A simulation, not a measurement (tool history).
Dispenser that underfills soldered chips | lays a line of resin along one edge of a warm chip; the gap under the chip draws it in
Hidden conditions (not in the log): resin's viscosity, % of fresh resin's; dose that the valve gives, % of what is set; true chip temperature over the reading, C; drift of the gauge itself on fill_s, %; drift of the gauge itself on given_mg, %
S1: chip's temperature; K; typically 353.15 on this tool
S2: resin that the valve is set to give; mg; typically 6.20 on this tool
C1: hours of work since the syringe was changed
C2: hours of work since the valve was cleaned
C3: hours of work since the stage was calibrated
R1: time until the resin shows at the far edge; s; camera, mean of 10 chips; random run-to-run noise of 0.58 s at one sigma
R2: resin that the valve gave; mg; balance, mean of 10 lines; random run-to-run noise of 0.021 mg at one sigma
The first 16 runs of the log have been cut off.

run   hour      S1    S2  C1  C2   C3    R1    R2
      53.9  -- new syringe of resin
 17   56.4  353.15  6.20   2   8  155  53.1  6.13
 18   60.2  353.15  6.20   5  11  157  59.5  6.13
 19   65.1  367.15  6.81   9  15  161  38.1  6.73
 20   69.1  367.15  6.81  12  18  164  43.5  6.72
      69.7  -- new syringe of resin
 21   74.0  347.15  5.91   3  21  168  72.9  5.81
 22   77.8  347.15  5.91   6  24  171  81.7  5.81
 23   82.8  356.15  6.70  10  28  174  62.8  6.57
      85.5  -- new syringe of resin
 24   85.5  357.15  6.20   0  30  176  41.6  6.07
 25   89.9  362.15  7.49   3  33  180  39.1  7.34
 26   92.5  353.15  6.18   5  35  182  60.8  6.02
 27   95.1  356.15  6.56   7  37  184  57.4  6.40
 28   98.7  367.15  5.57  10  40  186  42.5  5.44
     101.3  -- new syringe of resin
 29  102.8  367.15  5.57   1  43  189  31.2  5.40
 30  106.3  366.15  7.49   4  45  192  35.3  7.24

What will run 31 give?
 31  109.3  366.15  7.49   6  48  194   ?   ?

{"run 31": {"R1": 38.6, "R2": 7.28}}
With the hidden condition absent and the run-to-run variation left alone, this run would have shown R1 29.4 s, R2 7.50 mg.

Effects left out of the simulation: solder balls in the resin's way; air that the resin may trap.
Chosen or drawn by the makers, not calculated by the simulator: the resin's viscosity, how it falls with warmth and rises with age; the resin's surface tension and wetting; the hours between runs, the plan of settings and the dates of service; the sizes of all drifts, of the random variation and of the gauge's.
